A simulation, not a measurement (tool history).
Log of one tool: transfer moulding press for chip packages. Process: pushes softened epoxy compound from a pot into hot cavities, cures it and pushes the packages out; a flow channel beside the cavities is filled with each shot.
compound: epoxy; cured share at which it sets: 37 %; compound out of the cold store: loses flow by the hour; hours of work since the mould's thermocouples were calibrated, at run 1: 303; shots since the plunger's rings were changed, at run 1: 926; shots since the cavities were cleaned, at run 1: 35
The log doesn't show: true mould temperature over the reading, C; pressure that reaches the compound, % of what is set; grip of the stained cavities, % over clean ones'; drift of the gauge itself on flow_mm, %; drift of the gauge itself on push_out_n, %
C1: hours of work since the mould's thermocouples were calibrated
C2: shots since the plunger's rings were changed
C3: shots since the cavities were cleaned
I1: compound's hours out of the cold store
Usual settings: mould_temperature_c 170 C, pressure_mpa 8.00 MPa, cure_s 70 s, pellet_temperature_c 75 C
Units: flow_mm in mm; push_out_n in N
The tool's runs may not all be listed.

run 1 hour=0.0 | mould_temperature_c=170 pressure_mpa=8.00 cure_s=70 pellet_temperature_c=75 | C1=303 C2=926 C3=35 | I1=46.5 | flow_mm=598 push_out_n=910
run 2 hour=55.1 | mould_temperature_c=170 pressure_mpa=8.00 cure_s=70 pellet_temperature_c=75 | C1=334 C2=1600 C3=709 | I1=30.3 | flow_mm=642 push_out_n=1376
-- hour=96.1 cavities cleaned with cleaning compound and waxed
run 3 hour=110.8 | mould_temperature_c=170 pressure_mpa=8.00 cure_s=70 pellet_temperature_c=75 | C1=364 C2=2264 C3=180 | I1=27.9 | flow_mm=643 push_out_n=1123
run 4 hour=134.0 | mould_temperature_c=170 pressure_mpa=8.00 cure_s=70 pellet_temperature_c=76 | C1=377 C2=2548 C3=464 | I1=40.0 | flow_mm=611 push_out_n=1214
run 5 hour=176.2 | mould_temperature_c=170 pressure_mpa=8.00 cure_s=70 pellet_temperature_c=71 | C1=401 C2=3065 C3=981 | I1=21.0 | flow_mm=661 push_out_n=1630
-- hour=196.4 cavities cleaned with cleaning compound and waxed
run 6 hour=228.4 | mould_temperature_c=170 pressure_mpa=8.00 cure_s=70 pellet_temperature_c=75 | C1=430 C2=3686 C3=392 | I1=21.5 | flow_mm=656 push_out_n=1373
-- hour=262.3 plunger's sealing rings changed
run 7 hour=272.9 | mould_temperature_c=170 pressure_mpa=8.00 cure_s=70 pellet_temperature_c=75 | C1=453 C2=129 C3=905 | I1=47.9 | flow_mm=596 push_out_n=1471
-- hour=298.5 cavities cleaned with cleaning compound and waxed
run 8 hour=312.4 | mould_temperature_c=170 pressure_mpa=8.00 cure_s=70 pellet_temperature_c=75 | C1=475 C2=595 C3=171 | I1=40.2 | flow_mm=618 push_out_n=1070
run 9 hour=339.1 | mould_temperature_c=175 pressure_mpa=8.00 cure_s=70 pellet_temperature_c=75 | C1=490 C2=922 C3=498 | I1=46.2 | flow_mm=589 push_out_n=919
run 10 hour=366.9 | mould_temperature_c=170 pressure_mpa=8.00 cure_s=70 pellet_temperature_c=75 | C1=505 C2=1263 C3=839 | I1=38.5 | flow_mm=619 push_out_n=1464
-- hour=400.2 cavities cleaned with cleaning compound and waxed
run 11 hour=421.3 | mould_temperature_c=170 pressure_mpa=8.10 cure_s=70 pellet_temperature_c=75 | C1=535 C2=1910 C3=259 | I1=38.1 | flow_mm=619 push_out_n=1151
run 12 hour=449.7 | mould_temperature_c=170 pressure_mpa=8.92 cure_s=70 pellet_temperature_c=75 | C1=551 C2=2258 C3=607 | I1=31.4 | flow_mm=667 push_out_n=1461
run 13 hour=490.6 | mould_temperature_c=170 pressure_mpa=8.92 cure_s=70 pellet_temperature_c=75 | C1=574 C2=2758 C3=1107 | I1=24.1 | flow_mm=688 push_out_n=1697
-- hour=502.0 cavities cleaned with cleaning compound and waxed
run 14 hour=536.2 | mould_temperature_c=170 pressure_mpa=8.92 cure_s=70 pellet_temperature_c=75 | C1=599 C2=3299 C3=420 | I1=8.8 | flow_mm=742 push_out_n=1477

Run 15 comes next. What will it give?
run 15 hour=565.9 | mould_temperature_c=170 pressure_mpa=7.48 cure_s=103 pellet_temperature_c=65 | C1=616 C2=3662 C3=783 | I1=9.5 | flow_mm=? push_out_n=?

flow_mm: 675 mm
push_out_n: 706 N
Without the tool's hidden state the same run would have given flow_mm 699 mm, push_out_n 433 N.
